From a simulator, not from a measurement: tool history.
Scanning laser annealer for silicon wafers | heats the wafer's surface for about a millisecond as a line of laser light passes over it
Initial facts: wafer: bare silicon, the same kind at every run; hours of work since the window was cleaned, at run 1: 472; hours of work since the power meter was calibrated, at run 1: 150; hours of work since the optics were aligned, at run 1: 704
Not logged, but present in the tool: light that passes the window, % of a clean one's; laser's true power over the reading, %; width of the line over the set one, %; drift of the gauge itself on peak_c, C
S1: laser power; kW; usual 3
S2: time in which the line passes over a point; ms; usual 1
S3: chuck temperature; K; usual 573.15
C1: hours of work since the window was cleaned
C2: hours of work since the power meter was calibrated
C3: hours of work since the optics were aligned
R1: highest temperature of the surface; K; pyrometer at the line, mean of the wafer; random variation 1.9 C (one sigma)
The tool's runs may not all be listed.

run,day,S1,S2,S3,C1,C2,C3,R1
1,0,3,1,573.15,472,150,704,1335.15
2,0.179,3,1,573.15,474,153,707,1333.15
3,0.454,3.142,1,573.15,478,156,710,1372.15
4,0.746,3.142,1,573.15,481,160,714,1372.15
5,0.933,3,1,573.15,484,162,716,1334.15
6,1.317,3,1,573.15,488,166,720,1335.15
7,1.679,2.566,1,573.15,493,171,725,1218.15
8,1.883,2.566,1,573.15,495,173,727,1217.15
9,2.062,3,1,585.15,497,176,730,1341.15
10,2.304,3,0.94,573.15,500,178,732,1305.15
11,2.592,3,0.94,573.15,504,182,736,1308.15
12,2.879,3,0.94,573.15,507,185,739,1303.15
13,3.279,3,0.78,573.15,512,190,744,1230.15
14,3.562,3.181,0.71,534.15,515,194,748,1193.15
15,3.867,3.181,0.71,534.15,519,197,751,1193.15
16,4.083,3.181,0.71,534.15,522,200,754,1194.15
17,4.471,3.181,0.71,534.15,527,205,759,1193.15
18,4.717,3.056,1.17,584.15,529,208,762,1427.15
19,5.104,3.1,1.21,542.15,534,212,766,1414.15
20,5.283,3,1.17,573.15,536,215,769,1400.15

Each row is a separate what-if for the run after 20, all from the same tool condition, not one after another. Results?
A,5.683,2.998,0.82,573.15,541,219,773,?
B,5.683,3.174,1.05,550.15,541,219,773,?
C,5.683,2.944,1.17,573.15,541,219,773,?

run,R1
A,1246.15
B,1375.15
C,1387.15
With no hidden state in the tool, these same runs would have given:
run,R1
A,1291.15
B,1430.15
C,1441.15

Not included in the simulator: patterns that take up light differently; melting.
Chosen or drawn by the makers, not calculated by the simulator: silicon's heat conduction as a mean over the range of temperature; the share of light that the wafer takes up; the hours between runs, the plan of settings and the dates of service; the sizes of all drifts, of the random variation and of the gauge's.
